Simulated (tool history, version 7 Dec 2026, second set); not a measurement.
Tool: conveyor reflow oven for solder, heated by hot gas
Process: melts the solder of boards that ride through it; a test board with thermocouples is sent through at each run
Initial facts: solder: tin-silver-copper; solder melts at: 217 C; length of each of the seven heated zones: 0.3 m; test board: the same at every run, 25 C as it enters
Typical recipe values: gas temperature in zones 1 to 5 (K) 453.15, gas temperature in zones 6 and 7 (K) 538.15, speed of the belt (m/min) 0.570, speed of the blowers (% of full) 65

run    hour  gas temperature in zones 1 to 5 (K)  gas temperature in zones 6 and 7 (K)  speed of the belt (m/min)  speed of the blowers (% of full)  highest temperature of the board (K)  time above the solder's melting point (s)
  1     0.0                               453.15                                538.15                      0.570                                65                                525.45                                      49.51
  2    73.1                               453.15                                537.15                      0.570                                65                                524.65                                      49.15
  3   136.8                               453.15                                537.15                      0.570                                65                                524.75                                      49.23
  4   175.2                               453.15                                537.15                      0.570                                65                                524.75                                      49.17
  5   215.6                               448.15                                538.15                      0.570                                65                                524.85                                      47.63
  6   279.3                               453.15                                538.15                      0.570                                65                                525.55                                      49.68
  7   324.3                               453.15                                544.15                      0.570                                65                                530.85                                      52.25
  8   358.6                               453.15                                531.15                      0.570                                65                                519.35                                      46.13
  9   412.0                               453.15                                531.15                      0.570                                65                                519.25                                      45.92
 10   460.1                               453.15                                530.15                      0.570                                65                                518.55                                      45.51
 11   517.6                               453.15                                538.15                      0.570                                65                                525.85                                      49.56
 12   566.1                               453.15                                538.15                      0.570                                65                                525.35                                      49.71
 13   612.2                               453.15                                538.15                      0.570                                65                                525.75                                      49.67
 14   662.1                               453.15                                538.15                      0.570                                65                                525.45                                      49.50
 15   731.1                               453.15                                538.15                      0.570                                65                                525.55                                      49.63
 16   785.3                               455.15                                538.15                      0.663                                65                                521.35                                      40.18
 17   837.1                               452.15                                538.15                      0.519                                65                                527.75                                      56.16
 18   885.9                               452.15                                539.15                      0.519                                54                                526.75                                      55.09
 19   935.2                               453.15                                538.15                      0.504                                65                                528.55                                      58.82
 20   977.7                               453.15                                538.15                      0.504                                65                                528.75                                      58.73
 21  1044.2                               449.15                                538.15                      0.570                                65                                524.95                                      47.97
 22  1087.2                               455.15                                535.15                      0.464                                63                                527.45                                      64.53
 23  1116.8                               445.15                                541.15                      0.483                                53                                529.05                                      58.62
 24  1157.4                               445.15                                541.15                      0.588                                53                                523.25                                      43.60
 25  1190.8                               445.15                                537.15                      0.570                                65                                523.55                                      45.85
 26  1256.9                               445.15                                529.15                      0.570                                59                                515.35                                      40.13
 27  1329.4                               462.15                                549.15                      0.468                                57                                540.05                                      72.28
 28  1393.1                               453.15                                527.15                      0.570                                65                                515.55                                      43.61
 29  1465.3                               441.15                                549.15                      0.645                                69                                529.85                                      42.24

Missing from the log above: 2 entries noted between runs. For each, name the pair of listed runs it sits between and say how the tool's hidden condition differs from the listed run just before to the listed run just after:
Between runs 9 and 10: flux residue cleaned out of gas plates and filters (hour 425.3)
  heat that the gas passes to the board, % of a clean oven's: 99.9 -> 100
Between runs 25 and 26: flux residue cleaned out of gas plates and filters (hour 1203.7)
  heat that the gas passes to the board, % of a clean oven's: 99.9 -> 100

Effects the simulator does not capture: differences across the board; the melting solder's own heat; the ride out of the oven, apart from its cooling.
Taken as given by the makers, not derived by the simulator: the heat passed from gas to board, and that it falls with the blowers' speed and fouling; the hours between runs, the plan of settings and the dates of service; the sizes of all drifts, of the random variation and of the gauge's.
